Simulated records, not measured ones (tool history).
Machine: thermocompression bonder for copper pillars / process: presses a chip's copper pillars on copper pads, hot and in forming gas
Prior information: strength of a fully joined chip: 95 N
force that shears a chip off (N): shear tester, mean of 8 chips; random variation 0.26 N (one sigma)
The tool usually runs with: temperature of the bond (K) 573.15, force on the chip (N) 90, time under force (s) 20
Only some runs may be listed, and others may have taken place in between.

run,hour,temperature of the bond (K),force on the chip (N),time under force (s),force that shears a chip off (N)
1,0.0,573.15,90,20,52.0
# hour 2.2: forming gas filter changed
2,6.5,573.15,90,20,52.3
3,16.2,573.15,90,20,51.9
4,25.3,573.15,90,20,52.1
5,31.4,573.15,60,20,42.9
6,38.8,573.15,90,20,52.1
7,46.2,573.15,69,20,45.9
8,55.5,573.15,90,20,52.3
9,65.3,573.15,90,20,52.1
10,73.6,573.15,90,20,52.1
11,85.2,573.15,90,38,63.5
12,92.5,573.15,90,33,61.2
13,99.3,573.15,82,20,50.6
14,110.6,573.15,82,20,50.6
15,117.7,573.15,82,20,50.4
16,127.5,573.15,86,20,51.1
17,133.3,543.15,90,20,37.1
18,144.9,543.15,90,20,36.9
19,156.4,543.15,90,20,36.7
20,163.8,573.15,90,52,69.7
21,169.7,573.15,95,20,53.8
22,178.9,573.15,86,20,51.4
23,185.1,573.15,86,20,52.2
24,192.1,573.15,86,20,52.1
25,197.2,566.15,100,17,48.5
26,204.0,595.15,65,17,53.9
27,215.3,596.15,90,31,72.9
28,220.3,567.15,93,26,55.4
29,230.5,567.15,93,26,55.2
30,240.6,567.15,93,26,55.2
31,251.6,562.15,90,11,37.8
32,260.4,573.15,67,59,65.1
33,270.9,573.15,74,12,40.8
34,281.5,573.15,74,12,40.6
35,286.6,573.15,74,12,40.7
# hour 291.8: gauge calibrated
36,294.5,577.15,98,24,58.9
37,303.4,577.15,98,24,58.7
# hour 308.4: forming gas filter changed
38,312.7,577.15,98,24,59.6
# hour 315.4: heater calibrated with a thermocouple chip
39,326.4,577.15,98,24,59.0

Alternative continuations, all from the tool just after run 39; predict every row:
A,336.8,577.15,69,24,?
B,336.8,544.15,90,35,?
C,336.8,599.15,121,44,?
D,336.8,565.15,57,11,?

run,force that shears a chip off (N)
A,50.9
B,45.6
C,83.9
D,29.9
Stripped of hidden state, with their random variation kept, the same runs would have yielded:
run,force that shears a chip off (N)
A,50.7
B,45.4
C,83.5
D,29.8
